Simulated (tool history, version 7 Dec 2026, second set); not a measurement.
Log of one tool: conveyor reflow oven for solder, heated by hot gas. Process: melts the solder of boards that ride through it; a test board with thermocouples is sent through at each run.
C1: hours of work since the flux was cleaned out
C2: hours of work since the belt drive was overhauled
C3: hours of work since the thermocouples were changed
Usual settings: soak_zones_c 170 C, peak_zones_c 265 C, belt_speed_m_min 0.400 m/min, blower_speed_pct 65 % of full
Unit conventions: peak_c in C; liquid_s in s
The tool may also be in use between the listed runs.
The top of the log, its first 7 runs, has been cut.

Run 8, hour 71.2: usual settings; C1 93; C2 337; C3 113. Result: peak_c 250.2 C, liquid_s 87.9 s.
Run 9, hour 83.6: usual settings; C1 100; C2 344; C3 120. Result: peak_c 250.5 C, liquid_s 87.4 s.
Run 10, hour 95.5: usual settings but belt_speed_m_min 0.453 m/min; C1 107; C2 351; C3 126. Result: peak_c 247.3 C, liquid_s 70.7 s.
Run 11, hour 104.0: usual settings; C1 111; C2 356; C3 131. Result: peak_c 250.4 C, liquid_s 86.8 s.
Run 12, hour 113.8: usual settings but belt_speed_m_min 0.466 m/min; C1 117; C2 361; C3 137. Result: peak_c 246.6 C, liquid_s 66.3 s.
Run 13, hour 121.2: usual settings but peak_zones_c 267 C, belt_speed_m_min 0.466 m/min; C1 121; C2 365; C3 141. Result: peak_c 247.8 C, liquid_s 68.7 s.
Run 14, hour 127.1: usual settings but peak_zones_c 267 C, belt_speed_m_min 0.466 m/min; C1 124; C2 368; C3 144. Result: peak_c 248.1 C, liquid_s 69.9 s.
Run 15, hour 138.6: usual settings but peak_zones_c 267 C, belt_speed_m_min 0.466 m/min; C1 131; C2 375; C3 150. Result: peak_c 248.0 C, liquid_s 69.6 s.
Run 16, hour 146.0: usual settings but blower_speed_pct 50 % of full; C1 135; C2 379; C3 154. Result: peak_c 245.8 C, liquid_s 78.5 s.
Run 17, hour 157.8: usual settings but soak_zones_c 157 C, peak_zones_c 268 C, belt_speed_m_min 0.378 m/min, blower_speed_pct 79 % of full; C1 141; C2 385; C3 161. Result: peak_c 256.3 C, liquid_s 96.0 s.
Run 18, hour 167.1: usual settings but soak_zones_c 157 C, peak_zones_c 263 C, belt_speed_m_min 0.343 m/min, blower_speed_pct 58 % of full; C1 146; C2 390; C3 166. Result: peak_c 250.0 C, liquid_s 93.8 s.
Run 19, hour 174.9: usual settings but soak_zones_c 157 C, peak_zones_c 263 C, belt_speed_m_min 0.343 m/min, blower_speed_pct 58 % of full; C1 151; C2 395; C3 170. Result: peak_c 250.4 C, liquid_s 94.4 s.
Run 20, hour 184.0: usual settings but soak_zones_c 157 C, peak_zones_c 263 C, belt_speed_m_min 0.343 m/min, blower_speed_pct 58 % of full; C1 156; C2 400; C3 175. Result: peak_c 249.8 C, liquid_s 94.0 s.
Run 21, hour 192.5: usual settings but soak_zones_c 168 C; C1 160; C2 405; C3 180. Result: peak_c 250.3 C, liquid_s 84.9 s.
Run 22, hour 205.1: usual settings but soak_zones_c 168 C; C1 167; C2 412; C3 187. Result: peak_c 251.0 C, liquid_s 85.6 s.
Run 23, hour 216.8: usual settings but soak_zones_c 177 C, peak_zones_c 271 C; C1 174; C2 418; C3 194. Result: peak_c 258.2 C, liquid_s 98.7 s.

Estimate the outcome of run 24 from the log above:
Run 24, hour 228.9: usual settings but soak_zones_c 175 C, peak_zones_c 278 C, belt_speed_m_min 0.436 m/min; C1 181; C2 425; C3 200. Result: peak_c ?, liquid_s ?.

Run 24 came out at peak_c 260.2 C, liquid_s 90.1 s.
If the tool had no hidden condition, the same run with the same run-to-run variation would have returned peak_c 260.3 C, liquid_s 90.2 s.

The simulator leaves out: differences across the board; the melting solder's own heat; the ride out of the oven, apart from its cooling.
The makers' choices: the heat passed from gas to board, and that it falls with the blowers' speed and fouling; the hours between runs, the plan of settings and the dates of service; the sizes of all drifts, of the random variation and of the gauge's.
